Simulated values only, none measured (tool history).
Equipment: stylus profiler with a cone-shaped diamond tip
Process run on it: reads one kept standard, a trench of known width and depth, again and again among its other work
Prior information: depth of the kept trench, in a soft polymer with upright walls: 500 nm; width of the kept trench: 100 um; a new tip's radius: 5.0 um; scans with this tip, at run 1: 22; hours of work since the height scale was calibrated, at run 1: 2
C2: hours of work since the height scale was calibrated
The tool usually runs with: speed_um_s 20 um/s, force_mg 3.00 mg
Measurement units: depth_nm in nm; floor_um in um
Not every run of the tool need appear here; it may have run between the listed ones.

run 1 hour=0.0 | speed_um_s=20 force_mg=3.00 | scans_with_this_tip=22 C2=2 | depth_nm=503.06 floor_um=95.52
run 2 hour=13.0 | speed_um_s=73 force_mg=3.00 | scans_with_this_tip=96 C2=10 | depth_nm=502.98 floor_um=95.32
run 3 hour=37.0 | speed_um_s=73 force_mg=3.00 | scans_with_this_tip=234 C2=24 | depth_nm=502.88 floor_um=95.28
run 4 hour=49.8 | speed_um_s=20 force_mg=3.00 | scans_with_this_tip=307 C2=32 | depth_nm=502.84 floor_um=95.49
run 5 hour=71.8 | speed_um_s=20 force_mg=3.00 | scans_with_this_tip=433 C2=45 | depth_nm=502.95 floor_um=95.44
run 6 hour=83.8 | speed_um_s=20 force_mg=3.00 | scans_with_this_tip=502 C2=52 | depth_nm=502.78 floor_um=95.41
run 7 hour=108.5 | speed_um_s=24 force_mg=3.00 | scans_with_this_tip=643 C2=66 | depth_nm=503.02 floor_um=95.37
run 8 hour=132.5 | speed_um_s=20 force_mg=2.43 | scans_with_this_tip=781 C2=81 | depth_nm=502.45 floor_um=95.29
run 9 hour=152.6 | speed_um_s=20 force_mg=2.33 | scans_with_this_tip=896 C2=93 | depth_nm=502.20 floor_um=95.28
run 10 hour=174.4 | speed_um_s=20 force_mg=2.33 | scans_with_this_tip=1021 C2=105 | depth_nm=502.19 floor_um=95.26
run 11 hour=196.8 | speed_um_s=20 force_mg=3.00 | scans_with_this_tip=1149 C2=119 | depth_nm=502.82 floor_um=95.21
run 12 hour=213.8 | speed_um_s=20 force_mg=3.00 | scans_with_this_tip=1246 C2=129 | depth_nm=502.87 floor_um=95.21
run 13 hour=237.9 | speed_um_s=20 force_mg=4.19 | scans_with_this_tip=1384 C2=143 | depth_nm=503.38 floor_um=95.20
run 14 hour=250.3 | speed_um_s=20 force_mg=1.59 | scans_with_this_tip=1455 C2=150 | depth_nm=501.81 floor_um=95.13
run 15 hour=263.2 | speed_um_s=20 force_mg=1.59 | scans_with_this_tip=1529 C2=158 | depth_nm=501.57 floor_um=95.07
run 16 hour=287.1 | speed_um_s=20 force_mg=1.59 | scans_with_this_tip=1666 C2=172 | depth_nm=501.37 floor_um=95.03
run 17 hour=299.0 | speed_um_s=20 force_mg=1.59 | scans_with_this_tip=1734 C2=179 | depth_nm=501.49 floor_um=95.06
run 18 hour=315.7 | speed_um_s=30 force_mg=2.02 | scans_with_this_tip=1830 C2=189 | depth_nm=501.96 floor_um=94.95
run 19 hour=331.3 | speed_um_s=30 force_mg=2.02 | scans_with_this_tip=1919 C2=198 | depth_nm=501.68 floor_um=95.00
run 20 hour=352.4 | speed_um_s=50 force_mg=5.57 | scans_with_this_tip=2040 C2=211 | depth_nm=504.11 floor_um=94.94
run 21 hour=367.5 | speed_um_s=33 force_mg=2.07 | scans_with_this_tip=2127 C2=220 | depth_nm=501.67 floor_um=94.91

Predict the results of run 22:
run 22 hour=390.7 | speed_um_s=33 force_mg=2.07 | scans_with_this_tip=2259 C2=233 | depth_nm=? floor_um=?

{"run 22": {"depth_nm": 501.67, "floor_um": 94.9}}
On a tool with no hidden condition, and with the same random variation, this run would have come out at depth_nm 502.24 nm, floor_um 95.52 um.
